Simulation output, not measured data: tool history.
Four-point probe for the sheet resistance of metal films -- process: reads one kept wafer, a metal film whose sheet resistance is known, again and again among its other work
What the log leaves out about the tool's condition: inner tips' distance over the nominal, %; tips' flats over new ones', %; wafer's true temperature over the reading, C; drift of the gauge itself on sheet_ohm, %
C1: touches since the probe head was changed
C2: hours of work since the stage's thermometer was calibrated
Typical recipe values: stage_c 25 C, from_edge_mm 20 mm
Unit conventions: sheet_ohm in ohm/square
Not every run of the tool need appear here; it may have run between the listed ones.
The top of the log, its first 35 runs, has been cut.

{"run": 36, "hour": 389.9, "stage_c": 22, "from_edge_mm": 5, "C1": 27699, "C2": 50, "sheet_ohm": 0.320688}
{"run": 37, "hour": 401.6, "stage_c": 23, "from_edge_mm": 7, "C1": 28049, "C2": 58, "sheet_ohm": 0.317352}
{"run": 38, "hour": 410.9, "stage_c": 27, "from_edge_mm": 37, "C1": 28328, "C2": 64, "sheet_ohm": 0.313209}
{"run": 39, "hour": 421.5, "stage_c": 27, "from_edge_mm": 37, "C1": 28645, "C2": 72, "sheet_ohm": 0.313071}
{"run": 40, "hour": 433.6, "stage_c": 30, "from_edge_mm": 3, "C1": 29008, "C2": 80, "sheet_ohm": 0.329979}
{"run": 41, "hour": 440.6, "stage_c": 30, "from_edge_mm": 12, "C1": 29216, "C2": 85, "sheet_ohm": 0.313541}
{"run": 42, "hour": 452.0, "stage_c": 25, "from_edge_mm": 35, "C1": 29558, "C2": 93, "sheet_ohm": 0.31342}
{"run": 43, "hour": 466.4, "stage_c": 25, "from_edge_mm": 14, "C1": 29987, "C2": 103, "sheet_ohm": 0.314287}
{"run": 44, "hour": 473.8, "stage_c": 31, "from_edge_mm": 37, "C1": 30210, "C2": 108, "sheet_ohm": 0.31239}
{"run": 45, "hour": 480.5, "stage_c": 31, "from_edge_mm": 37, "C1": 30410, "C2": 113, "sheet_ohm": 0.312395}

Alternative continuations, all from the tool just after run 45; predict every row:
{"run": "A", "hour": 486.6, "stage_c": 21, "from_edge_mm": 8, "C1": 30592, "C2": 117, "sheet_ohm": "?"}
{"run": "B", "hour": 486.6, "stage_c": 31, "from_edge_mm": 52, "C1": 30592, "C2": 117, "sheet_ohm": "?"}
{"run": "C", "hour": 486.6, "stage_c": 26, "from_edge_mm": 14, "C1": 30592, "C2": 117, "sheet_ohm": "?"}
{"run": "D", "hour": 486.6, "stage_c": 27, "from_edge_mm": 9, "C1": 30592, "C2": 117, "sheet_ohm": "?"}

run=A sheet_ohm=0.316989
run=B sheet_ohm=0.312292
run=C sheet_ohm=0.314244
run=D sheet_ohm=0.315193
Without the tool's unlogged condition, the same runs would have read:
run=A sheet_ohm=0.318037
run=B sheet_ohm=0.313327
run=C sheet_ohm=0.315284
run=D sheet_ohm=0.316236
